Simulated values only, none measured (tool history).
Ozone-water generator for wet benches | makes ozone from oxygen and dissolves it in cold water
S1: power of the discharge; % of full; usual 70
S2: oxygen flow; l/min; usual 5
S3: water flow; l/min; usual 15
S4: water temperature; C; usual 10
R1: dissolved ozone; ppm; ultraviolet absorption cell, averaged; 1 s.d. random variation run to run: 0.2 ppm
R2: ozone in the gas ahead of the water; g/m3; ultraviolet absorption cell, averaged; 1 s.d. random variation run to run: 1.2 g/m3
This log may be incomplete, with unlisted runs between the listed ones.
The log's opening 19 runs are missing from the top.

{"run": 20, "hour": 1361.2, "S1": 55, "S2": 5, "S3": 15, "S4": 13, "R1": 20.8, "R2": 180.6}
{"run": 21, "hour": 1457.3, "S1": 70, "S2": 7.48, "S3": 15, "S4": 10, "R1": 26.2, "R2": 177.1}
{"run": 22, "hour": 1525.7, "S1": 70, "S2": 7.48, "S3": 15, "S4": 10, "R1": 26.1, "R2": 175.4}
{"run": 23, "hour": 1604.5, "S1": 48, "S2": 5, "S3": 21, "S4": 12, "R1": 14.1, "R2": 163.6}
{"run": 24, "hour": 1695.6, "S1": 63, "S2": 4.26, "S3": 12, "S4": 10, "R1": 29.2, "R2": 216.9}
{"run": 25, "hour": 1747.4, "S1": 70, "S2": 4.91, "S3": 15, "S4": 11, "R1": 25.8, "R2": 215.9}
{"run": 26, "hour": 1798.9, "S1": 74, "S2": 7.39, "S3": 21, "S4": 12, "R1": 19.8, "R2": 184}
{"run": 27, "hour": 1883.6, "S1": 60, "S2": 3.51, "S3": 10, "S4": 17, "R1": 28.4, "R2": 227.3}
{"run": 28, "hour": 1942.3, "S1": 60, "S2": 3.51, "S3": 10, "S4": 17, "R1": 28.8, "R2": 225.3}
{"run": 29, "hour": 2033.1, "S1": 70, "S2": 5, "S3": 20, "S4": 13, "R1": 19.1, "R2": 212.8}
{"run": 30, "hour": 2076.0, "S1": 84, "S2": 5, "S3": 10, "S4": 6, "R1": 43.7, "R2": 244.4}
{"run": 31, "hour": 2127.4, "S1": 84, "S2": 5, "S3": 10, "S4": 6, "R1": 43.7, "R2": 245.9}
{"run": 32, "hour": 2228.1, "S1": 85, "S2": 5, "S3": 15, "S4": 6, "R1": 31.3, "R2": 246.8}
{"run": 33, "hour": 2273.9, "S1": 85, "S2": 5, "S3": 15, "S4": 6, "R1": 31.6, "R2": 245.6}
{"run": 34, "hour": 2346.3, "S1": 85, "S2": 5, "S3": 21, "S4": 6, "R1": 22.7, "R2": 246.3}

Branching from run 34: 3 alternative next runs. What would each branch give?
{"run": "A", "hour": 2438.6, "S1": 70, "S2": 5, "S3": 10, "S4": 10, "R1": "?", "R2": "?"}
{"run": "B", "hour": 2438.6, "S1": 70, "S2": 4.56, "S3": 12, "S4": 10, "R1": "?", "R2": "?"}
{"run": "C", "hour": 2438.6, "S1": 75, "S2": 5, "S3": 13, "S4": 5, "R1": "?", "R2": "?"}

run=A R1=35.4 R2=212.4
run=B R1=30.5 R2=224.7
run=C R1=32.9 R2=221.5
With the hidden condition removed and each run's random variation left untouched, the same runs would have given:
run=A R1=39.2 R2=228.4
run=B R1=33.9 R2=241.6
run=C R1=36.8 R2=239

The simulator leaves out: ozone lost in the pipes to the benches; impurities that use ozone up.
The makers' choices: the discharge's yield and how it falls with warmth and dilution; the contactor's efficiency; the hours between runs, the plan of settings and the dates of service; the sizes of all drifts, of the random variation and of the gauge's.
